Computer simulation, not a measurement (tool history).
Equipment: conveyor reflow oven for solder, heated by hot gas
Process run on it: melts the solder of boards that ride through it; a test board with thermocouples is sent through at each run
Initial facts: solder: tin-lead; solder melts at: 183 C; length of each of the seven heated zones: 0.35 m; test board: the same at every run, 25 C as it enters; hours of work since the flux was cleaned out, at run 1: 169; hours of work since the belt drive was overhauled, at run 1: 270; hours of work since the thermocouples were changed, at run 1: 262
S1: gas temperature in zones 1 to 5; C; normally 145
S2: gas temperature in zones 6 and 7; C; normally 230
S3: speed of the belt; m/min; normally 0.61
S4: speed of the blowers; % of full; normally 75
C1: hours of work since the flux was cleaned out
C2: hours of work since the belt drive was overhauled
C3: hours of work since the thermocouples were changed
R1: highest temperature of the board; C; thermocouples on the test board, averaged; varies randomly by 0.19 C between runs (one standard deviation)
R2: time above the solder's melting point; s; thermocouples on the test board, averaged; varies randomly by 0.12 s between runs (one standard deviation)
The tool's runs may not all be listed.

| run | hour | S1 | S2 | S3 | S4 | C1 | C2 | C3 | R1 | R2 |
|---|---|---|---|---|---|---|---|---|---|---|
| 1 | 0 | 145 | 230 | 0.61 | 75 | 169 | 270 | 262 | 216.5 | 54.1 |
| 2 | 9.2 | 145 | 230 | 0.61 | 75 | 175 | 275 | 267 | 216.7 | 54.1 |
| 3 | 18.6 | 145 | 230 | 0.61 | 75 | 180 | 281 | 273 | 216.3 | 54.2 |
| 4 | 26.4 | 145 | 230 | 0.61 | 75 | 185 | 285 | 277 | 216.1 | 54.1 |
| 5 | 34 | 137 | 230 | 0.61 | 75 | 189 | 290 | 282 | 215 | 50.1 |
| 6 | 42.4 | 145 | 225 | 0.61 | 75 | 194 | 295 | 286 | 211.9 | 50.8 |
| 7 | 49.5 | 145 | 225 | 0.61 | 75 | 198 | 299 | 291 | 211.6 | 50.7 |
| 8 | 55.8 | 145 | 230 | 0.61 | 75 | 202 | 302 | 294 | 216 | 54.2 |
| 9 | 66.5 | 145 | 230 | 0.61 | 75 | 208 | 309 | 300 | 215.6 | 54 |
| 10 | 77.2 | 145 | 230 | 0.61 | 75 | 214 | 315 | 307 | 215.8 | 53.8 |
| 11 | 85.9 | 145 | 230 | 0.61 | 75 | 219 | 320 | 312 | 215.6 | 53.9 |
|  | 98.9 | flux residue cleaned out of gas plates and filters |
| 12 | 103.2 | 145 | 230 | 0.495 | 75 | 2 | 327 | 319 | 222.3 | 72.7 |
| 13 | 113.9 | 145 | 230 | 0.495 | 75 | 9 | 333 | 325 | 222.6 | 72.8 |
| 14 | 121.7 | 145 | 230 | 0.495 | 75 | 13 | 338 | 330 | 222.2 | 72.7 |
| 15 | 129.8 | 151 | 230 | 0.61 | 75 | 18 | 342 | 334 | 218.5 | 58.2 |
| 16 | 140.3 | 151 | 230 | 0.61 | 75 | 24 | 348 | 340 | 218.5 | 58.4 |
| 17 | 149 | 151 | 230 | 0.61 | 60 | 29 | 353 | 345 | 216.5 | 56.3 |
| 18 | 158.4 | 156 | 231 | 0.722 | 74 | 35 | 359 | 351 | 215.7 | 48.7 |
| 19 | 164.1 | 146 | 227 | 0.512 | 54 | 38 | 362 | 354 | 216.4 | 66 |
| 20 | 173.4 | 141 | 242 | 0.61 | 51 | 43 | 368 | 360 | 223.3 | 57 |
| 21 | 184.9 | 141 | 242 | 0.61 | 51 | 50 | 374 | 366 | 223 | 57.1 |
| 22 | 196.6 | 141 | 242 | 0.61 | 51 | 57 | 381 | 373 | 223.4 | 56.9 |
| 23 | 207.7 | 133 | 222 | 0.568 | 75 | 63 | 387 | 379 | 210 | 50 |
| 24 | 216.8 | 133 | 234 | 0.568 | 75 | 68 | 393 | 385 | 221.1 | 58 |
| 25 | 227.9 | 159 | 234 | 0.692 | 77 | 75 | 399 | 391 | 220.1 | 54.4 |
| 26 | 238.5 | 159 | 234 | 0.692 | 77 | 81 | 405 | 397 | 220 | 54.5 |
| 27 | 246 | 159 | 234 | 0.692 | 77 | 85 | 410 | 402 | 219.8 | 54.5 |
| 28 | 251.5 | 141 | 230 | 0.61 | 75 | 88 | 413 | 405 | 216.4 | 52.9 |
| 29 | 263.3 | 145 | 245 | 0.493 | 67 | 95 | 420 | 412 | 235 | 79.8 |
| 30 | 268.9 | 131 | 230 | 0.61 | 75 | 99 | 423 | 415 | 214.7 | 48.8 |
| 31 | 279.2 | 131 | 230 | 0.61 | 75 | 105 | 429 | 421 | 214.6 | 48.5 |

Alternative continuations, all from the tool just after run 31; predict every row:
| A | 287.8 | 145 | 230 | 0.502 | 75 | 110 | 434 | 426 | ? | ? |
| B | 287.8 | 153 | 230 | 0.61 | 75 | 110 | 434 | 426 | ? | ? |
| C | 287.8 | 137 | 230 | 0.61 | 54 | 110 | 434 | 426 | ? | ? |

| run | R1 | R2 |
|---|---|---|
| A | 221.4 | 70.9 |
| B | 217.6 | 58.7 |
| C | 212.3 | 47.9 |
Without the tool's hidden state the same runs would have given:
| run | R1 | R2 |
|---|---|---|
| A | 222.6 | 71 |
| B | 218.9 | 58.9 |
| C | 213.6 | 48.5 |
